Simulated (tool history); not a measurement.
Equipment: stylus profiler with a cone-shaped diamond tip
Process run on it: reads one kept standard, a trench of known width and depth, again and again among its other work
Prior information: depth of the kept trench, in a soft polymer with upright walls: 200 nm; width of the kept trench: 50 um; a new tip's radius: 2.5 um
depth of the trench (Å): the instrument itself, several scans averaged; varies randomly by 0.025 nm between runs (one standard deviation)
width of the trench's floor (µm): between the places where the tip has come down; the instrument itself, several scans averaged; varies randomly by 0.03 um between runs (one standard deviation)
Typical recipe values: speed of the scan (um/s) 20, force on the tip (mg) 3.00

run    hour  speed of the scan (um/s)  force on the tip (mg)  depth of the trench (Å)  width of the trench's floor (µm)
  1     0.0                        20                   3.00                   2012.0                             47.77
  2    57.4                        20                   3.00                   2011.5                             47.71
  3    86.2                        20                   3.00                   2012.3                             47.73
  4   140.3                        20                   3.00                   2011.3                             47.72
  5   194.9                        20                   3.00                   2011.9                             47.72
  6   245.7                        20                   3.00                   2011.4                             47.69
  7   275.3                        20                   3.00                   2011.7                             47.73
  8   323.8                        20                   3.00                   2011.4                             47.72
  9   368.7                        20                   5.70                   2018.9                             47.73
 10   398.9                        20                   5.70                   2019.3                             47.77
 11   426.1                        15                   3.00                   2011.4                             47.69
 12   484.7                        15                   1.96                   2008.4                             47.72
 13   524.8                        15                   1.96                   2007.9                             47.76
 14   583.9                        15                   1.96                   2007.2                             47.73
 15   617.7                        15                   1.96                   2007.4                             47.63
 16   652.5                        15                   1.96                   2007.9                             47.69
 17   686.1                        15                   1.96                   2007.6                             47.69
 18   742.0                        15                   1.96                   2007.0                             47.70
 19   769.5                        20                   3.00                   2010.7                             47.66
 20   808.2                        62                   4.51                   2015.1                             47.41
 21   863.3                        68                   5.63                   2017.7                             47.50
 22   890.7                        43                   3.68                   2012.6                             47.60
 23   939.2                        43                   3.68                   2012.2                             47.50
 24   985.9                        18                   3.33                   2011.5                             47.73
 25  1041.4                         8                   1.83                   2006.0                             47.68
     1064.2  -- height scale calibrated on a step standard
 26  1095.0                        27                   2.43                   2011.8                             47.51
 27  1127.7                         5                   1.10                   2006.8                             47.69
 28  1186.0                        20                   1.18                   2007.0                             47.52
 29  1233.2                        20                   1.18                   2006.8                             47.53
 30  1272.0                        22                   1.03                   2006.4                             47.54
 31  1330.7                        80                   4.50                   2017.5                             47.37
 32  1390.5                        12                   1.44                   2007.7                             47.63
 33  1422.1                        39                   1.20                   2006.9                             47.35
 34  1450.5                        61                   6.85                   2023.3                             47.52
 35  1492.4                        18                   1.91                   2009.6                             47.55
 36  1520.9                        18                   1.91                   2010.1                             47.58
 37  1555.1                        20                   4.38                   2016.9                             47.62

What if the next run were any one of these 3? Each begins from the tool's condition after run 37:
  A  1589.5                         7                   2.55                        ?                                 ?
  B  1589.5                        52                   2.00                        ?                                 ?
  C  1589.5                        23                   4.38                        ?                                 ?

run  depth of the trench (Å)  width of the trench's floor (µm)
  A                   2011.5                             47.63
  B                   2009.7                             47.38
  C                   2017.2                             47.55
Had the tool no hidden state, the same runs would have come out as:
run  depth of the trench (Å)  width of the trench's floor (µm)
  A                   2012.8                             47.97
  B                   2010.9                             47.71
  C                   2018.4                             47.89
